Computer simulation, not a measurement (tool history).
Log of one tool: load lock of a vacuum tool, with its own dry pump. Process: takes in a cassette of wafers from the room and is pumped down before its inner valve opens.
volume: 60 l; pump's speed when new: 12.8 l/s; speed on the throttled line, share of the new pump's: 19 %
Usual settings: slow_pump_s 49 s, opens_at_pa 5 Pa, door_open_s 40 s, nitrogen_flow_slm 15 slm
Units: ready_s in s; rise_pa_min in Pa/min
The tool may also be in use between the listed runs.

run	hour	slow_pump_s	opens_at_pa	door_open_s	nitrogen_flow_slm	incoming humidity of the room's air, %	ready_s	rise_pa_min
1	0	49	5	40	15	46	90.1	0.054
2	170.9	49	5	40	25	44	89.2	0.041
3	321.4	49	5	40	25	46.8	89.7	0.045
4	442.7	49	5	40	14	45.4	89.9	0.05
5	605.4	49	5	40	14	40.2	89.6	0.051
6	806.3	49	5	40	14	45.1	90.1	0.056
7	956.1	49	5	40	15	43.9	91	0.047
8	1092.5	63	5	40	15	46.7	101.2	0.06
9	1256.4	63	5	40	15	44.8	102.1	0.066
10	1437	63	5	40	15	44.6	102	0.059
11	1631.7	49	8	40	15	44.9	88.2	0.055
12	1754.8	49	8	40	15	44.4	87.1	0.06
13	1912.9	49	5	40	15	46.5	90.5	0.059
14	2098	49	5	40	15	45.7	91.6	0.057
15	2281.6	49	5	84	15	44.4	92.1	0.07
16	2413.3	49	5	26	15	45.5	90.7	0.062
17	2530.1	49	5	26	15	40.2	91.8	0.053
18	2662.8	86	5	71	8	42.7	119.4	0.071
19	2752.3	81	5	71	6	46.4	116.3	0.079
20	2900.4	28	7	219	25	43.9	73.8	0.077
21	3059.6	28	7	219	25	44.9	74.2	0.084
22	3253.9	49	6	149	6	48.7	90.8	0.107
23	3436.6	49	6	149	6	40.2	89.9	0.092
24	3576.3	49	6	149	6	45.9	90.3	0.109
25	3676.5	49	5	40	24	45.3	93.1	0.063
26	3770.2	35	10	40	15	47.2	76.6	0.068
27	3953.9	49	6	185	15	45.6	91.1	0.093
28	4134.6	49	6	185	15	43	92.1	0.098
29	4267.8	24	6	52	6	44.1	72.1	0.083
30	4390.1	51	5	148	20	44.4	95.5	0.082
31	4481.6	30	5	74	13	45.6	78.8	0.086

The next listed run, before its measurement:
32	4677.2	30	5	187	17	43.7	?	?

ready_s: 78.6 s
rise_pa_min: 0.097 Pa/min
Without the tool's hidden state the same run would have given ready_s 71.6 s, rise_pa_min 0.066 Pa/min.
